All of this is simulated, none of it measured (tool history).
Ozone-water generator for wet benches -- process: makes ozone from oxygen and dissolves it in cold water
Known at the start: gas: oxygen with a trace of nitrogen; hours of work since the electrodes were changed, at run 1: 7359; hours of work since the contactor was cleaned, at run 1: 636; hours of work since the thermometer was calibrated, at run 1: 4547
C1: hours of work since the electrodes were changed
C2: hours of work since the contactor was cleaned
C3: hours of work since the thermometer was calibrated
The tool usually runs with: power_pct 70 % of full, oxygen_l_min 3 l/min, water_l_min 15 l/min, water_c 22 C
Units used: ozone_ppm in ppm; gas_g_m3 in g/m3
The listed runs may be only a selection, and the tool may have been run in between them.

{"run": 1, "hour": 0.0, "power_pct": 70, "oxygen_l_min": 3, "water_l_min": 15, "water_c": 22, "C1": 7359, "C2": 636, "C3": 4547, "ozone_ppm": 13.9, "gas_g_m3": 162.4}
{"run": 2, "hour": 116.0, "power_pct": 70, "oxygen_l_min": 3, "water_l_min": 11, "water_c": 22, "C1": 7474, "C2": 750, "C3": 4661, "ozone_ppm": 17.6, "gas_g_m3": 161.6}
{"run": 3, "hour": 256.4, "power_pct": 70, "oxygen_l_min": 3, "water_l_min": 11, "water_c": 22, "C1": 7612, "C2": 889, "C3": 4800, "ozone_ppm": 17.5, "gas_g_m3": 161.7}
{"run": 4, "hour": 401.6, "power_pct": 70, "oxygen_l_min": 3, "water_l_min": 15, "water_c": 22, "C1": 7755, "C2": 1032, "C3": 4943, "ozone_ppm": 13.9, "gas_g_m3": 160.4}
{"run": 5, "hour": 554.4, "power_pct": 70, "oxygen_l_min": 3, "water_l_min": 15, "water_c": 22, "C1": 7906, "C2": 1183, "C3": 5094, "ozone_ppm": 13.6, "gas_g_m3": 158.6}
{"run": 6, "hour": 679.2, "power_pct": 70, "oxygen_l_min": 3, "water_l_min": 15, "water_c": 22, "C1": 8029, "C2": 1306, "C3": 5217, "ozone_ppm": 13.4, "gas_g_m3": 158.6}
{"run": 7, "hour": 785.7, "power_pct": 70, "oxygen_l_min": 3, "water_l_min": 15, "water_c": 22, "C1": 8135, "C2": 1411, "C3": 5322, "ozone_ppm": 13.3, "gas_g_m3": 156.5}
{"run": 8, "hour": 871.6, "power_pct": 70, "oxygen_l_min": 3, "water_l_min": 15, "water_c": 22, "C1": 8219, "C2": 1496, "C3": 5407, "ozone_ppm": 13.3, "gas_g_m3": 157}

What does the tool deliver on the next run?
{"run": 9, "hour": 1014.7, "power_pct": 67, "oxygen_l_min": 3.92, "water_l_min": 11, "water_c": 21, "C1": 8360, "C2": 1637, "C3": 5548, "ozone_ppm": "?", "gas_g_m3": "?"}

ozone_ppm: 16.9 ppm
gas_g_m3: 135.5 g/m3
With the hidden condition absent and the run-to-run variation left alone, this run would have shown ozone_ppm 22.8 ppm, gas_g_m3 180 g/m3.

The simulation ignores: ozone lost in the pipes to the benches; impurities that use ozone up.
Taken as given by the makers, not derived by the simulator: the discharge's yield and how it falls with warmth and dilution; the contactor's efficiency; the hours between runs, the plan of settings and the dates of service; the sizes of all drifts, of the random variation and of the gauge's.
